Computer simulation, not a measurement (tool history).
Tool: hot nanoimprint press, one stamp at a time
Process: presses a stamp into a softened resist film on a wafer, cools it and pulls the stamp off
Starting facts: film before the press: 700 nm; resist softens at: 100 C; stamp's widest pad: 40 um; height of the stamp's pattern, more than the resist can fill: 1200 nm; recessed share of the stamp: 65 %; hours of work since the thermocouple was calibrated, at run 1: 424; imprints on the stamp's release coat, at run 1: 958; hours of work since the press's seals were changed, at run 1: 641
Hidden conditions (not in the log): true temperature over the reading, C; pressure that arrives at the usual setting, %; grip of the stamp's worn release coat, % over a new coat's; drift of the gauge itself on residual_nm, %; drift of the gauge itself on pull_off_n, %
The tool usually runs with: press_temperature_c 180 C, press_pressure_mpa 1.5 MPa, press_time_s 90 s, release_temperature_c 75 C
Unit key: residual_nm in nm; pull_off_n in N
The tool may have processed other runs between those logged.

run   hour  press_temperature_c  press_pressure_mpa  press_time_s  release_temperature_c  hours of work since the thermocouple was calibrated  imprints on the stamp's release coat  hours of work since the press's seals were changed  residual_nm  pull_off_n
  1      0                  180                 1.5            90                     75                                                  424                                   958                                                 641        269.4         178
      28.6  -- plate thermocouple calibrated
  2   58.7                  180                 1.5            90                     75                                                   21                                  1260                                                 679        269.6         184
      83.8  -- stamp cleaned and given a new release coat
  3  111.3                  180                 1.5            90                     75                                                   53                                   149                                                 711        269.7         183
  4  192.3                  180                 1.5            90                     75                                                  109                                   589                                                 767        269.1         172
  5  254.7                  180                 1.5            90                     75                                                  152                                   927                                                 810        270.9         185
  6  329.4                  180                 1.5            90                     75                                                  203                                  1332                                                 861        270.3         179
     340.8  -- stamp cleaned and given a new release coat
  7  381.3                  180                 1.5           102                     75                                                  235                                   220                                                 893        259.2         184
  8  421.2                  180                 1.5            77                     75                                                  262                                   436                                                 920        285.2         178
  9  497.9                  180                1.53            90                     75                                                  315                                   852                                                 973        267.7         186
 10  578.6                  180                1.53            90                     75                                                  371                                  1290                                                1029        268.3         179
       600  -- stamp cleaned and given a new release coat
 11  648.2                  180                1.53            90                     75                                                  415                                   261                                                1073          267         180
 12  685.6                  180                1.53            90                     75                                                  440                                   464                                                1099        268.1         172
     693.1  -- plate thermocouple calibrated
     715.2  -- press's hydraulic seals changed and the load cell set to zero
 13  741.8                  180                 1.5            90                     83                                                   28                                   709                                                  18        273.3         166
 14  780.7                  181                 1.5            90                     83                                                   55                                   920                                                  45        263.1         168
 15  816.5                  181                 1.5            90                     83                                                   80                                  1115                                                  70        264.9         165

Forecast run 16:
     872.4  -- stamp cleaned and given a new release coat
 16  898.4                  185                 1.5            60                     83                                                  132                                   141                                                 122            ?           ?

Run 16 produced residual_nm 269.6 nm, pull_off_n 160 N.
With no hidden state in the tool, this same run would have given residual_nm 265.9 nm, pull_off_n 160 N.

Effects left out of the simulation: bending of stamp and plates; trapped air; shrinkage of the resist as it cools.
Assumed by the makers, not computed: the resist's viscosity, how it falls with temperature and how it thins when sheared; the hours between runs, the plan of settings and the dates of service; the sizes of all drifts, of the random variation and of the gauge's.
